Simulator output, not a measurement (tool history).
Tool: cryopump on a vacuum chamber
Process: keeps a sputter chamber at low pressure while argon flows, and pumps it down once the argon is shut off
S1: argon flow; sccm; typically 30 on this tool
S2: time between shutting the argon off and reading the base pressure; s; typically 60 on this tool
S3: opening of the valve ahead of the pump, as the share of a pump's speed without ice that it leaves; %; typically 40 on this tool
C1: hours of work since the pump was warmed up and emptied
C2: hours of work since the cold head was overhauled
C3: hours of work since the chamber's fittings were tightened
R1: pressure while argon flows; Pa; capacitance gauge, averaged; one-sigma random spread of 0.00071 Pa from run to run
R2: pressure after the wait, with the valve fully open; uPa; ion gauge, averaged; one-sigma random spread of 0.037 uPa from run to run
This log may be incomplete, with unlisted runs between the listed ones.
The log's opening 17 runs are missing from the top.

run 18 hour=182.3 | S1=35 S2=37 S3=28 | C1=148 C2=148 C3=159 | R1=0.2149 R2=3.52
run 19 hour=193.7 | S1=16 S2=37 S3=22 | C1=154 C2=154 C3=165 | R1=0.1248 R2=3.59
run 20 hour=206.4 | S1=24 S2=119 S3=39 | C1=161 C2=161 C3=172 | R1=0.1064 R2=1.55
run 21 hour=218.1 | S1=24 S2=119 S3=39 | C1=167 C2=167 C3=178 | R1=0.1077 R2=1.53
run 22 hour=226.3 | S1=24 S2=119 S3=39 | C1=172 C2=172 C3=182 | R1=0.1067 R2=1.54
run 23 hour=237.4 | S1=24 S2=127 S3=15 | C1=178 C2=178 C3=188 | R1=0.2737 R2=1.48
run 24 hour=246 | S1=24 S2=127 S3=15 | C1=182 C2=182 C3=193 | R1=0.2717 R2=1.64
run 25 hour=260.6 | S1=41 S2=204 S3=42 | C1=190 C2=190 C3=200 | R1=0.1711 R2=1.27
run 26 hour=268.5 | S1=19 S2=204 S3=43 | C1=194 C2=194 C3=205 | R1=0.077 R2=1.23
run 27 hour=278.3 | S1=42 S2=100 S3=23 | C1=199 C2=199 C3=210 | R1=0.3157 R2=1.78
run 28 hour=290.9 | S1=49 S2=73 S3=23 | C1=206 C2=206 C3=216 | R1=0.3661 R2=2.24
run 29 hour=303.3 | S1=42 S2=217 S3=22 | C1=212 C2=212 C3=223 | R1=0.3292 R2=1.23
run 30 hour=313.2 | S1=42 S2=217 S3=22 | C1=218 C2=218 C3=228 | R1=0.3295 R2=1.28
run 31 hour=322.7 | S1=30 S2=60 S3=46 | C1=223 C2=223 C3=233 | R1=0.1148 R2=2.51

Alternative continuations, all from the tool just after run 31; predict every row:
run A hour=331.7 | S1=30 S2=60 S3=15 | C1=227 C2=227 C3=238 | R1=? R2=?
run B hour=331.7 | S1=29 S2=27 S3=39 | C1=227 C2=227 C3=238 | R1=? R2=?
run C hour=331.7 | S1=44 S2=242 S3=48 | C1=227 C2=227 C3=238 | R1=? R2=?

run=A R1=0.3412 R2=2.55
run=B R1=0.1297 R2=4.8
run=C R1=0.1632 R2=1.21
Had the tool no hidden state, the same runs would have come out as:
run=A R1=0.3349 R2=2.09
run=B R1=0.1236 R2=4.33
run=C R1=0.1539 R2=0.75

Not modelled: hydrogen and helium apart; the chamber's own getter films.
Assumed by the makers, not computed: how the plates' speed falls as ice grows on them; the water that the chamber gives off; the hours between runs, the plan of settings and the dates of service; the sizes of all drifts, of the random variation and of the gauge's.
